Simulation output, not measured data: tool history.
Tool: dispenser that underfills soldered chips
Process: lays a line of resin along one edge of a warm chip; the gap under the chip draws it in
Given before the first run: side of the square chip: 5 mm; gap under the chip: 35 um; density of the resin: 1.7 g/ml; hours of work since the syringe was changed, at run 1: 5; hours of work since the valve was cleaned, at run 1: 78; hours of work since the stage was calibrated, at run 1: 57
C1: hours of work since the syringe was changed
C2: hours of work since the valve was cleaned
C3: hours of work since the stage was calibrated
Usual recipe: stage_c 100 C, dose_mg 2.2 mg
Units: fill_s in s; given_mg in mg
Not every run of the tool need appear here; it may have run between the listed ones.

Run 1, hour 0: usual settings; C1 5; C2 78; C3 57. Result: fill_s 21.6 s, given_mg 2.08 mg.
At hour 1: new syringe of resin.
Run 2, hour 6.9: usual settings but dose_mg 2.4 mg; C1 5; C2 83; C3 62. Result: fill_s 21.5 s, given_mg 2.26 mg.
At hour 8.1: new syringe of resin.
Run 3, hour 13.6: usual settings but dose_mg 2.4 mg; C1 4; C2 88; C3 67. Result: fill_s 21.1 s, given_mg 2.28 mg.
At hour 15.5: new syringe of resin.
At hour 22.7: new syringe of resin.
Run 4, hour 25.1: usual settings; C1 2; C2 97; C3 76. Result: fill_s 21 s, given_mg 2.04 mg.
At hour 30: new syringe of resin.
Run 5, hour 30.7: usual settings; C1 1; C2 101; C3 80. Result: fill_s 19.4 s, given_mg 2.02 mg.
At hour 37.4: new syringe of resin.
Run 6, hour 38.5: usual settings; C1 1; C2 107; C3 86. Result: fill_s 20 s, given_mg 2.01 mg.
At hour 44.7: new syringe of resin.
Run 7, hour 51.1: usual settings but dose_mg 2.41 mg; C1 5; C2 117; C3 96. Result: fill_s 22.3 s, given_mg 2.17 mg.
At hour 52.4: new syringe of resin.
Run 8, hour 57.2: usual settings but dose_mg 2.41 mg; C1 4; C2 122; C3 101. Result: fill_s 21.2 s, given_mg 2.17 mg.
At hour 60: new syringe of resin.
Run 9, hour 66: usual settings but dose_mg 2.41 mg; C1 5; C2 129; C3 107. Result: fill_s 22.1 s, given_mg 2.15 mg.
At hour 67.6: new syringe of resin.
Run 10, hour 71.8: usual settings but dose_mg 2.41 mg; C1 3; C2 133; C3 112. Result: fill_s 21.4 s, given_mg 2.22 mg.
At hour 75: new syringe of resin.
Run 11, hour 77.9: usual settings; C1 2; C2 138; C3 116. Result: fill_s 20.7 s, given_mg 1.9 mg.
At hour 82.7: new syringe of resin.
Run 12, hour 88.4: usual settings but dose_mg 2.43 mg; C1 5; C2 146; C3 125. Result: fill_s 22.7 s, given_mg 2.13 mg.
At hour 90.3: new syringe of resin.
At hour 95.6: dispensing valve cleaned and set on the balance.
At hour 98.6: new syringe of resin.
Run 13, hour 101.4: usual settings but dose_mg 2.43 mg; C1 2; C2 4; C3 134. Result: fill_s 20.9 s, given_mg 2.42 mg.
At hour 105.8: new syringe of resin.
Run 14, hour 107.7: usual settings but dose_mg 2.03 mg; C1 2; C2 9; C3 138. Result: fill_s 21.1 s, given_mg 2.08 mg.
At hour 113.5: new syringe of resin.
Run 15, hour 116.7: usual settings but stage_c 114 C, dose_mg 2.03 mg; C1 3; C2 16; C3 145. Result: fill_s 11.8 s, given_mg 2.01 mg.
At hour 120.7: new syringe of resin.
Run 16, hour 124.5: usual settings but stage_c 114 C, dose_mg 2.03 mg; C1 3; C2 22; C3 151. Result: fill_s 12.3 s, given_mg 1.99 mg.
At hour 128.4: new syringe of resin.
Run 17, hour 133.2: usual settings but stage_c 114 C, dose_mg 2.03 mg; C1 4; C2 29; C3 158. Result: fill_s 12.2 s, given_mg 1.95 mg.
At hour 135.8: new syringe of resin.
Run 18, hour 141.9: usual settings but stage_c 114 C, dose_mg 2.03 mg; C1 5; C2 35; C3 165. Result: fill_s 13 s, given_mg 1.97 mg.
At hour 143: new syringe of resin.
At hour 150.3: new syringe of resin.
Run 19, hour 154.4: usual settings but dose_mg 2.25 mg; C1 3; C2 45; C3 174. Result: fill_s 21.9 s, given_mg 2.16 mg.
At hour 158.2: new syringe of resin.
Run 20, hour 162.1: usual settings but stage_c 115 C, dose_mg 2.16 mg; C1 3; C2 51; C3 180. Result: fill_s 11.6 s, given_mg 2.07 mg.
At hour 165.6: new syringe of resin.
Run 21, hour 170.2: usual settings but stage_c 99 C, dose_mg 2.68 mg; C1 4; C2 57; C3 186. Result: fill_s 22.5 s, given_mg 2.55 mg.
At hour 172.8: new syringe of resin.
Run 22, hour 175.8: usual settings but stage_c 110 C, dose_mg 2.49 mg; C1 2; C2 61; C3 191. Result: fill_s 14 s, given_mg 2.33 mg.
At hour 180: new syringe of resin.
Run 23, hour 182.3: usual settings but stage_c 111 C, dose_mg 2.36 mg; C1 2; C2 66; C3 195. Result: fill_s 13.4 s, given_mg 2.23 mg.
At hour 187.8: new syringe of resin.
Run 24, hour 193.5: usual settings but stage_c 111 C, dose_mg 2.36 mg; C1 5; C2 75; C3 204. Result: fill_s 14.3 s, given_mg 2.17 mg.
At hour 195.4: new syringe of resin.
Run 25, hour 201.3: usual settings but stage_c 111 C, dose_mg 2.36 mg; C1 5; C2 81; C3 210. Result: fill_s 14.3 s, given_mg 2.17 mg.
At hour 203.4: new syringe of resin.
At hour 210.9: new syringe of resin.
Run 26, hour 211.5: usual settings but stage_c 107 C, dose_mg 1.95 mg; C1 0; C2 89; C3 218. Result: fill_s 15.7 s, given_mg 1.82 mg.
At hour 218.1: new syringe of resin.
Run 27, hour 219.3: usual settings but stage_c 107 C, dose_mg 1.95 mg; C1 1; C2 95; C3 224. Result: fill_s 15.8 s, given_mg 1.82 mg.
Run 28, hour 224.5: usual settings but stage_c 106 C, dose_mg 2.49 mg; C1 5; C2 99; C3 228. Result: fill_s 17.2 s, given_mg 2.27 mg.
At hour 225.8: new syringe of resin.
At hour 232.9: new syringe of resin.
Run 29, hour 236.8: usual settings but stage_c 106 C, dose_mg 2.49 mg; C1 3; C2 108; C3 237. Result: fill_s 17.1 s, given_mg 2.27 mg.
At hour 240: new syringe of resin.
Run 30, hour 243.4: usual settings but stage_c 106 C, dose_mg 2.49 mg; C1 3; C2 113; C3 242. Result: fill_s 16.4 s, given_mg 2.26 mg.
At hour 247.2: new syringe of resin.
Run 31, hour 253.6: usual settings but stage_c 110 C; C1 5; C2 121; C3 250. Result: fill_s 16.4 s, given_mg 1.98 mg.
At hour 254.4: new syringe of resin.
At hour 261.9: new syringe of resin.
Run 32, hour 265.4: usual settings but stage_c 114 C, dose_mg 2.55 mg; C1 3; C2 130; C3 259. Result: fill_s 12.1 s, given_mg 2.25 mg.
At hour 269.7: new syringe of resin.
Run 33, hour 271.9: usual settings but stage_c 108 C, dose_mg 1.9 mg; C1 2; C2 135; C3 264. Result: fill_s 16.4 s, given_mg 1.66 mg.
At hour 277.2: new syringe of resin.
Run 34, hour 280.1: usual settings but stage_c 115 C, dose_mg 2.58 mg; C1 2; C2 141; C3 270. Result: fill_s 11.3 s, given_mg 2.22 mg.
At hour 284.7: new syringe of resin.
Run 35, hour 291: usual settings but stage_c 115 C, dose_mg 2.58 mg; C1 5; C2 150; C3 279. Result: fill_s 13 s, given_mg 2.26 mg.

Alternative continuations, all from the tool just after run 35; predict every row:
At hour 291.9: new syringe of resin.
At hour 292.9: dispensing valve cleaned and set on the balance.
At hour 300.1: new syringe of resin.
Run A, hour 302.2: usual settings but stage_c 95 C, dose_mg 2.48 mg; C1 2; C2 7; C3 286. Result: fill_s ?, given_mg ?.
At hour 291.9: new syringe of resin.
At hour 292.9: dispensing valve cleaned and set on the balance.
At hour 300.1: new syringe of resin.
Run B, hour 302.2: usual settings but stage_c 90 C, dose_mg 2.58 mg; C1 2; C2 7; C3 286. Result: fill_s ?, given_mg ?.
At hour 291.9: new syringe of resin.
At hour 292.9: dispensing valve cleaned and set on the balance.
At hour 300.1: new syringe of resin.
Run C, hour 302.2: usual settings but stage_c 106 C; C1 2; C2 7; C3 286. Result: fill_s ?, given_mg ?.

run  fill_s  given_mg
  A    25.3      2.48
  B    31.8      2.55
  C    15.9      2.21
Had the tool no hidden state, the same runs would have come out as:
run  fill_s  given_mg
  A    22.6       2.5
  B    28.3      2.57
  C    14.2      2.22

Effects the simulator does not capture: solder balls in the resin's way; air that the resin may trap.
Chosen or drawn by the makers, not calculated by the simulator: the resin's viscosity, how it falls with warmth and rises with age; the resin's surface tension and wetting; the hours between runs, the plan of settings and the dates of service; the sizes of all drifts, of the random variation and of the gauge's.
